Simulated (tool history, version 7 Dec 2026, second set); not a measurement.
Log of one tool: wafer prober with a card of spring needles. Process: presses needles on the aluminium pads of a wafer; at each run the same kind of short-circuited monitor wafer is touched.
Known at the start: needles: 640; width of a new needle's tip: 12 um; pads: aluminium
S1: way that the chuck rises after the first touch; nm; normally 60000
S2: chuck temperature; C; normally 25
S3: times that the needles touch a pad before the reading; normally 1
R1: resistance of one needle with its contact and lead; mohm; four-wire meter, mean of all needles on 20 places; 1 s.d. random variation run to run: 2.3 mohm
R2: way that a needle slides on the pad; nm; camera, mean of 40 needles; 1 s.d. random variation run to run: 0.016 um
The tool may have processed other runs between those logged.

{"run": 1, "hour": 0.0, "S1": 60000, "S2": 25, "S3": 1, "R1": 259, "R2": 9430}
{"hour": 5.3, "done": "tips cleaned on abrasive film"}
{"run": 2, "hour": 9.5, "S1": 60000, "S2": 25, "S3": 2, "R1": 259, "R2": 9460}
{"run": 3, "hour": 16.4, "S1": 60000, "S2": 25, "S3": 3, "R1": 264, "R2": 9450}
{"hour": 21.6, "done": "tips cleaned on abrasive film"}
{"run": 4, "hour": 21.6, "S1": 60000, "S2": 25, "S3": 3, "R1": 257, "R2": 9450}
{"run": 5, "hour": 30.2, "S1": 60000, "S2": 25, "S3": 1, "R1": 260, "R2": 9450}
{"hour": 37.8, "done": "tips cleaned on abrasive film"}
{"run": 6, "hour": 39.8, "S1": 60000, "S2": 25, "S3": 1, "R1": 258, "R2": 9490}
{"run": 7, "hour": 49.1, "S1": 60000, "S2": 66, "S3": 1, "R1": 271, "R2": 9500}
{"hour": 53.6, "done": "tips cleaned on abrasive film"}
{"run": 8, "hour": 57.3, "S1": 60000, "S2": 66, "S3": 1, "R1": 272, "R2": 9470}
{"run": 9, "hour": 67.3, "S1": 60000, "S2": 66, "S3": 1, "R1": 274, "R2": 9550}
{"hour": 69.7, "done": "tips cleaned on abrasive film"}
{"run": 10, "hour": 79.4, "S1": 60000, "S2": 66, "S3": 1, "R1": 269, "R2": 9520}
{"hour": 85.5, "done": "tips cleaned on abrasive film"}
{"run": 11, "hour": 85.5, "S1": 60000, "S2": 66, "S3": 1, "R1": 265, "R2": 9550}
{"run": 12, "hour": 91.3, "S1": 60000, "S2": 66, "S3": 1, "R1": 273, "R2": 9570}
{"hour": 96.3, "done": "height of the first contact set anew"}
{"hour": 101.6, "done": "tips cleaned on abrasive film"}
{"run": 13, "hour": 101.6, "S1": 60000, "S2": 49, "S3": 1, "R1": 263, "R2": 9540}
{"run": 14, "hour": 108.0, "S1": 60000, "S2": 124, "S3": 2, "R1": 291, "R2": 9580}
{"hour": 118.1, "done": "tips cleaned on abrasive film"}
{"run": 15, "hour": 120.1, "S1": 40000, "S2": 100, "S3": 3, "R1": 295, "R2": 6400}
{"run": 16, "hour": 130.4, "S1": 54000, "S2": 26, "S3": 2, "R1": 257, "R2": 8620}
{"hour": 134.5, "done": "tips cleaned on abrasive film"}
{"run": 17, "hour": 139.0, "S1": 54000, "S2": 26, "S3": 2, "R1": 261, "R2": 8670}
{"hour": 144.6, "done": "gauge calibrated"}
{"run": 18, "hour": 145.3, "S1": 54000, "S2": 26, "S3": 2, "R1": 262, "R2": 8510}
{"hour": 150.7, "done": "tips cleaned on abrasive film"}
{"run": 19, "hour": 154.6, "S1": 54000, "S2": 26, "S3": 2, "R1": 263, "R2": 8490}
{"run": 20, "hour": 160.9, "S1": 60000, "S2": 69, "S3": 2, "R1": 270, "R2": 9430}
{"hour": 166.7, "done": "tips cleaned on abrasive film"}
{"run": 21, "hour": 167.5, "S1": 45000, "S2": 96, "S3": 1, "R1": 286, "R2": 7110}

Branching from run 21: 5 alternative next runs. What would each branch give?
{"run": "A", "hour": 176.8, "S1": 54000, "S2": 59, "S3": 3, "R1": "?", "R2": "?"}
{"run": "B", "hour": 176.8, "S1": 45000, "S2": 124, "S3": 2, "R1": "?", "R2": "?"}
{"run": "C", "hour": 176.8, "S1": 60000, "S2": 25, "S3": 2, "R1": "?", "R2": "?"}
{"run": "D", "hour": 176.8, "S1": 59000, "S2": 119, "S3": 1, "R1": "?", "R2": "?"}
{"run": "E", "hour": 176.8, "S1": 49000, "S2": 54, "S3": 1, "R1": "?", "R2": "?"}

run=A R1=273 R2=8520
run=B R1=294 R2=7090
run=C R1=259 R2=9450
run=D R1=287 R2=9290
run=E R1=273 R2=7720
Without the tool's unlogged condition, the same runs would have read:
run=A R1=273 R2=8480
run=B R1=294 R2=7060
run=C R1=259 R2=9410
run=D R1=287 R2=9250
run=E R1=272 R2=7680
